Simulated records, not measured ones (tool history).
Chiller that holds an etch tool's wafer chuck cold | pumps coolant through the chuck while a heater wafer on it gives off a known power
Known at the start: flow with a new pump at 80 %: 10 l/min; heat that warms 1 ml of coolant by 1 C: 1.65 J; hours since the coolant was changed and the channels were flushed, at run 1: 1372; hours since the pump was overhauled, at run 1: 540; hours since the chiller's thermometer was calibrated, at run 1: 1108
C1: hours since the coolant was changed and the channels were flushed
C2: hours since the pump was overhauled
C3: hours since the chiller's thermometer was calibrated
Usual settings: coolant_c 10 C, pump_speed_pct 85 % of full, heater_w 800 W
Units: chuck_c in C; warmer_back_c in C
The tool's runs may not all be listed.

Run 1, hour 0: usual settings; C1 1372; C2 540; C3 1108. Result: chuck_c 17.25 C, warmer_back_c 2.71 C.
Run 2, hour 42.3: usual settings but heater_w 882 W; C1 1414; C2 583; C3 1150. Result: chuck_c 18.09 C, warmer_back_c 3 C.
Run 3, hour 104.2: usual settings but heater_w 882 W; C1 1476; C2 644; C3 1212. Result: chuck_c 18.02 C, warmer_back_c 3 C.
Run 4, hour 144.2: usual settings but heater_w 882 W; C1 1516; C2 685; C3 1252. Result: chuck_c 17.99 C, warmer_back_c 3 C.
Run 5, hour 203.5: usual settings but heater_w 882 W; C1 1576; C2 744; C3 1311. Result: chuck_c 17.96 C, warmer_back_c 3.01 C.
Run 6, hour 272.7: usual settings but heater_w 882 W; C1 1645; C2 813; C3 1380. Result: chuck_c 18.15 C, warmer_back_c 3.03 C.
Run 7, hour 348.9: usual settings but heater_w 882 W; C1 1721; C2 889; C3 1457. Result: chuck_c 18.17 C, warmer_back_c 2.99 C.
Run 8, hour 394.3: usual settings but heater_w 882 W; C1 1766; C2 935; C3 1502. Result: chuck_c 18.04 C, warmer_back_c 3.02 C.
Run 9, hour 457.6: usual settings but heater_w 882 W; C1 1830; C2 998; C3 1565. Result: chuck_c 18.07 C, warmer_back_c 3.01 C.
Run 10, hour 503.5: usual settings but heater_w 882 W; C1 1876; C2 1044; C3 1611. Result: chuck_c 18.08 C, warmer_back_c 3 C.
Run 11, hour 544.2: usual settings but heater_w 1037 W; C1 1916; C2 1084; C3 1652. Result: chuck_c 19.44 C, warmer_back_c 3.53 C.
Run 12, hour 609.8: usual settings but coolant_c 12 C, heater_w 546 W; C1 1982; C2 1150; C3 1718. Result: chuck_c 16.92 C, warmer_back_c 1.86 C.
Run 13, hour 683: usual settings but coolant_c 12 C, pump_speed_pct 61 % of full, heater_w 546 W; C1 2055; C2 1223; C3 1791. Result: chuck_c 19.03 C, warmer_back_c 2.71 C.
Run 14, hour 719.6: usual settings but pump_speed_pct 78 % of full, heater_w 552 W; C1 2092; C2 1260; C3 1827. Result: chuck_c 15.51 C, warmer_back_c 2.08 C.
Run 15, hour 753.9: usual settings but coolant_c 16 C, pump_speed_pct 99 % of full, heater_w 804 W; C1 2126; C2 1294; C3 1862. Result: chuck_c 22.35 C, warmer_back_c 2.33 C.
Run 16, hour 835.8: usual settings but coolant_c 16 C, pump_speed_pct 99 % of full, heater_w 804 W; C1 2208; C2 1376; C3 1944. Result: chuck_c 22.39 C, warmer_back_c 2.33 C.
Run 17, hour 899.4: usual settings but coolant_c 15 C, pump_speed_pct 64 % of full, heater_w 405 W; C1 2271; C2 1440; C3 2007. Result: chuck_c 19.84 C, warmer_back_c 1.91 C.
Run 18, hour 937.1: usual settings but coolant_c 19 C, pump_speed_pct 89 % of full, heater_w 405 W; C1 2309; C2 1477; C3 2045. Result: chuck_c 22.51 C, warmer_back_c 1.32 C.
Run 19, hour 1021.3: usual settings but coolant_c 3 C, pump_speed_pct 90 % of full, heater_w 621 W; C1 2393; C2 1562; C3 2129. Result: chuck_c 8.49 C, warmer_back_c 2 C.
Run 20, hour 1057.8: usual settings but coolant_c 19 C, pump_speed_pct 98 % of full; C1 2430; C2 1598; C3 2166. Result: chuck_c 25.52 C, warmer_back_c 2.36 C.
Run 21, hour 1106.9: usual settings but coolant_c 3 C, pump_speed_pct 78 % of full, heater_w 1102 W; C1 2479; C2 1647; C3 2215. Result: chuck_c 14.13 C, warmer_back_c 4.16 C.

3 ways to go on from here, each from the tool as it stands after run 21. What would each give?
Run A, hour 1155.2: usual settings but coolant_c 14 C, pump_speed_pct 63 % of full, heater_w 1102 W; C1 2527; C2 1695; C3 2263. Result: chuck_c ?, warmer_back_c ?.
Run B, hour 1155.2: usual settings but coolant_c 3 C, heater_w 544 W; C1 2527; C2 1695; C3 2263. Result: chuck_c ?, warmer_back_c ?.
Run C, hour 1155.2: usual settings but coolant_c 17 C, pump_speed_pct 78 % of full, heater_w 1102 W; C1 2527; C2 1695; C3 2263. Result: chuck_c ?, warmer_back_c ?.

run  chuck_c  warmer_back_c
  A    27.87           5.28
  B     7.88           1.87
  C    28.14           4.15
Without the tool's hidden state the same runs would have given:
run  chuck_c  warmer_back_c
  A    27.17           5.21
  B     7.76           1.85
  C    27.62            4.1
